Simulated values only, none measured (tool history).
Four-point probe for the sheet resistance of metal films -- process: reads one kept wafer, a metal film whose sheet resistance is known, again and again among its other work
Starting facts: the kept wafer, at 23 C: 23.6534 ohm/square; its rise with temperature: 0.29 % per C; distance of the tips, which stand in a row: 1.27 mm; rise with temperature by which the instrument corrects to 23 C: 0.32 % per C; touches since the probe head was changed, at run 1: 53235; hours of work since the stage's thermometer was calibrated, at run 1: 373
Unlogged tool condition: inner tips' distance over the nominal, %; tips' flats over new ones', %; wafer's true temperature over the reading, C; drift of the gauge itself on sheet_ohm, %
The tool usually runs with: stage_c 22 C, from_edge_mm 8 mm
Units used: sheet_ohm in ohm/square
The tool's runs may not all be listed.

| run | day | stage_c | from_edge_mm | touches since the probe head was changed | hours of work since the stage's thermometer was calibrated | sheet_ohm |
|---|---|---|---|---|---|---|
| 1 | 0 | 22 | 8 | 53235 | 373 | 24.069049 |
| 2 | 2.262 | 22 | 8 | 55027 | 401 | 24.071379 |
| 3 | 4.738 | 22 | 8 | 56987 | 432 | 24.084272 |
| 4 | 7.208 | 22 | 8 | 58945 | 462 | 24.071165 |
| 5 | 8.962 | 22 | 8 | 60337 | 484 | 24.076272 |
| 6 | 11.012 | 19 | 8 | 61958 | 509 | 24.103955 |
| 7 | 12.05 | 22 | 8 | 62780 | 522 | 24.085647 |
| 8 | 14.133 | 22 | 8 | 64433 | 548 | 24.087639 |
| 9 | 16.325 | 22 | 8 | 66169 | 575 | 24.096382 |
| 10 | 17.362 | 22 | 46 | 66989 | 588 | 23.786471 |
| 11 | 19.238 | 22 | 20 | 68475 | 611 | 23.829773 |
| 12 | 20.542 | 22 | 20 | 69508 | 627 | 23.837269 |
| 13 | 22.467 | 26 | 8 | 71033 | 651 | 24.074358 |
| 14 | 24.867 | 26 | 8 | 72937 | 681 | 24.076739 |
| 15 | 26.442 | 26 | 8 | 74182 | 700 | 24.08396 |
|  | 26.712 | new probe head fitted |
| 16 | 28.421 | 19 | 8 | 1354 | 724 | 24.23895 |
| 17 | 30.921 | 22 | 8 | 3335 | 755 | 24.222001 |
| 18 | 32.412 | 22 | 8 | 4518 | 774 | 24.221687 |
| 19 | 34.083 | 22 | 4 | 5840 | 794 | 25.132854 |
| 20 | 35.683 | 22 | 4 | 7107 | 814 | 25.137327 |
| 21 | 37.875 | 22 | 4 | 8845 | 841 | 25.140984 |
| 22 | 39.025 | 27 | 8 | 9755 | 855 | 24.214287 |
| 23 | 40.654 | 24 | 8 | 11045 | 875 | 24.233446 |
| 24 | 42.812 | 24 | 8 | 12758 | 902 | 24.230866 |
|  | 43.012 | stage's thermometer calibrated |
| 25 | 45.017 | 24 | 8 | 14487 | 25 | 24.248917 |
| 26 | 47.058 | 21 | 8 | 16105 | 50 | 24.269997 |
| 27 | 48.492 | 21 | 5 | 17239 | 68 | 24.750985 |
| 28 | 49.562 | 19 | 25 | 18089 | 81 | 23.998109 |
| 29 | 50.954 | 19 | 25 | 19191 | 98 | 23.994032 |
| 30 | 52.083 | 19 | 25 | 20085 | 112 | 23.994271 |
|  | 52.821 | stage's thermometer calibrated, once more |
| 31 | 54.312 | 19 | 25 | 21835 | 18 | 23.978863 |
| 32 | 56.517 | 20 | 30 | 23582 | 46 | 23.962521 |
| 33 | 58.717 | 32 | 6 | 25323 | 73 | 24.435374 |
| 34 | 59.867 | 32 | 6 | 26233 | 87 | 24.44415 |
| 35 | 61.992 | 31 | 38 | 27917 | 113 | 23.905056 |

Run 36 has not been measured yet. What should we expect?
| 36 | 63.379 | 20 | 8 | 29017 | 131 | ? |

{"run 36": {"sheet_ohm": 24.275302}}
On a tool with no hidden condition, and with the same random variation, this run would have come out at sheet_ohm 23.992949 ohm/square.
